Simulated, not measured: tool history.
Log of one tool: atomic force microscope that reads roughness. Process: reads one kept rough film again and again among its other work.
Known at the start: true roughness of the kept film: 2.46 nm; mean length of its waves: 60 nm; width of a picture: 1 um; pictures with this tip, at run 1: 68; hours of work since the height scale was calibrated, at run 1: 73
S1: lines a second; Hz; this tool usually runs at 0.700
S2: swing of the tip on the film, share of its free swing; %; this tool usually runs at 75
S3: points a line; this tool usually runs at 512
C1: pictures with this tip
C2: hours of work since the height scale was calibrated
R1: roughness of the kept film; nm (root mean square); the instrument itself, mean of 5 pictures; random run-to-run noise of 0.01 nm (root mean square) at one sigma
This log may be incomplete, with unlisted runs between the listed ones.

run 1 hour=0.0 | S1=0.700 S2=75 S3=512 | C1=68 C2=73 | R1=2.380
run 2 hour=4.1 | S1=0.700 S2=75 S3=363 | C1=77 C2=76 | R1=2.386
run 3 hour=12.8 | S1=0.700 S2=85 S3=512 | C1=96 C2=83 | R1=2.335
run 4 hour=21.4 | S1=0.700 S2=75 S3=850 | C1=114 C2=89 | R1=2.353
run 5 hour=27.8 | S1=0.700 S2=75 S3=512 | C1=128 C2=94 | R1=2.365
run 6 hour=35.8 | S1=0.700 S2=75 S3=512 | C1=145 C2=100 | R1=2.344
run 7 hour=42.9 | S1=0.700 S2=56 S3=512 | C1=160 C2=105 | R1=2.374
run 8 hour=50.6 | S1=0.700 S2=75 S3=343 | C1=176 C2=110 | R1=2.344
run 9 hour=56.9 | S1=0.700 S2=75 S3=343 | C1=190 C2=115 | R1=2.344
run 10 hour=65.0 | S1=0.700 S2=75 S3=343 | C1=207 C2=121 | R1=2.337
run 11 hour=72.1 | S1=0.700 S2=75 S3=343 | C1=223 C2=126 | R1=2.343
run 12 hour=75.8 | S1=0.700 S2=75 S3=343 | C1=230 C2=129 | R1=2.337
run 13 hour=81.0 | S1=0.700 S2=75 S3=512 | C1=242 C2=133 | R1=2.339
run 14 hour=87.5 | S1=0.700 S2=75 S3=594 | C1=255 C2=137 | R1=2.325
run 15 hour=91.3 | S1=0.700 S2=75 S3=594 | C1=263 C2=140 | R1=2.332
run 16 hour=96.8 | S1=0.700 S2=75 S3=594 | C1=275 C2=144 | R1=2.341
run 17 hour=102.5 | S1=0.700 S2=75 S3=542 | C1=288 C2=148 | R1=2.314
run 18 hour=110.5 | S1=0.700 S2=75 S3=542 | C1=305 C2=154 | R1=2.322
run 19 hour=115.0 | S1=0.700 S2=62 S3=512 | C1=314 C2=157 | R1=2.370
run 20 hour=121.2 | S1=0.700 S2=62 S3=512 | C1=328 C2=162 | R1=2.333
-- hour=128.7 new tip fitted
run 21 hour=129.5 | S1=0.700 S2=75 S3=512 | C1=1 C2=168 | R1=2.382
run 22 hour=135.4 | S1=0.700 S2=79 S3=512 | C1=14 C2=172 | R1=2.381
run 23 hour=142.4 | S1=0.700 S2=79 S3=512 | C1=29 C2=177 | R1=2.370
run 24 hour=150.7 | S1=0.700 S2=62 S3=512 | C1=47 C2=183 | R1=2.407
run 25 hour=155.1 | S1=0.700 S2=75 S3=297 | C1=56 C2=186 | R1=2.354
run 26 hour=159.5 | S1=0.700 S2=75 S3=297 | C1=65 C2=190 | R1=2.369
run 27 hour=164.7 | S1=0.700 S2=75 S3=297 | C1=77 C2=193 | R1=2.349
run 28 hour=169.3 | S1=0.657 S2=75 S3=297 | C1=86 C2=197 | R1=2.365
run 29 hour=177.5 | S1=1.665 S2=55 S3=602 | C1=104 C2=203 | R1=2.367
run 30 hour=182.2 | S1=2.095 S2=87 S3=456 | C1=114 C2=206 | R1=2.184
run 31 hour=187.9 | S1=0.627 S2=58 S3=303 | C1=126 C2=210 | R1=2.373
run 32 hour=196.0 | S1=0.627 S2=58 S3=303 | C1=144 C2=216 | R1=2.365
run 33 hour=201.0 | S1=0.627 S2=58 S3=524 | C1=154 C2=220 | R1=2.372
run 34 hour=207.8 | S1=0.834 S2=58 S3=524 | C1=169 C2=225 | R1=2.392
run 35 hour=214.1 | S1=0.834 S2=58 S3=524 | C1=182 C2=230 | R1=2.369
run 36 hour=221.6 | S1=2.379 S2=58 S3=524 | C1=198 C2=235 | R1=2.349
run 37 hour=227.8 | S1=3.271 S2=62 S3=432 | C1=212 C2=240 | R1=2.274
run 38 hour=232.5 | S1=1.842 S2=89 S3=529 | C1=222 C2=243 | R1=2.160
run 39 hour=237.7 | S1=0.700 S2=81 S3=512 | C1=233 C2=247 | R1=2.311
run 40 hour=241.9 | S1=0.700 S2=68 S3=269 | C1=242 C2=250 | R1=2.335
run 41 hour=249.3 | S1=0.621 S2=76 S3=480 | C1=258 C2=255 | R1=2.312
run 42 hour=255.6 | S1=3.768 S2=65 S3=356 | C1=271 C2=260 | R1=2.233
run 43 hour=260.5 | S1=3.768 S2=57 S3=415 | C1=282 C2=263 | R1=2.306
run 44 hour=266.4 | S1=0.654 S2=75 S3=333 | C1=294 C2=268 | R1=2.322
run 45 hour=274.3 | S1=0.654 S2=75 S3=333 | C1=311 C2=274 | R1=2.329
run 46 hour=282.4 | S1=0.700 S2=74 S3=743 | C1=329 C2=279 | R1=2.305
-- hour=289.1 new tip fitted
run 47 hour=290.7 | S1=0.535 S2=75 S3=512 | C1=3 C2=285 | R1=2.373
run 48 hour=294.6 | S1=0.535 S2=75 S3=512 | C1=12 C2=288 | R1=2.396
run 49 hour=303.3 | S1=1.645 S2=75 S3=671 | C1=30 C2=294 | R1=2.303
run 50 hour=310.0 | S1=0.700 S2=61 S3=949 | C1=45 C2=299 | R1=2.387
run 51 hour=314.6 | S1=1.978 S2=74 S3=617 | C1=54 C2=303 | R1=2.290
run 52 hour=323.6 | S1=1.978 S2=74 S3=617 | C1=74 C2=309 | R1=2.304
run 53 hour=327.6 | S1=1.978 S2=74 S3=617 | C1=82 C2=312 | R1=2.282

Consider 4 possible next runs. They are alternatives, not a sequence: every one starts from the tool as it was left by run 53. What does each give?
run A hour=335.7 | S1=2.177 S2=75 S3=592 | C1=99 C2=318 | R1=?
run B hour=335.7 | S1=0.654 S2=85 S3=617 | C1=99 C2=318 | R1=?
run C hour=335.7 | S1=0.521 S2=80 S3=319 | C1=99 C2=318 | R1=?
run D hour=335.7 | S1=0.700 S2=67 S3=261 | C1=99 C2=318 | R1=?

run=A R1=2.264
run=B R1=2.347
run=C R1=2.347
run=D R1=2.364
Without the tool's hidden state the same runs would have given:
run=A R1=2.286
run=B R1=2.370
run=C R1=2.370
run=D R1=2.387
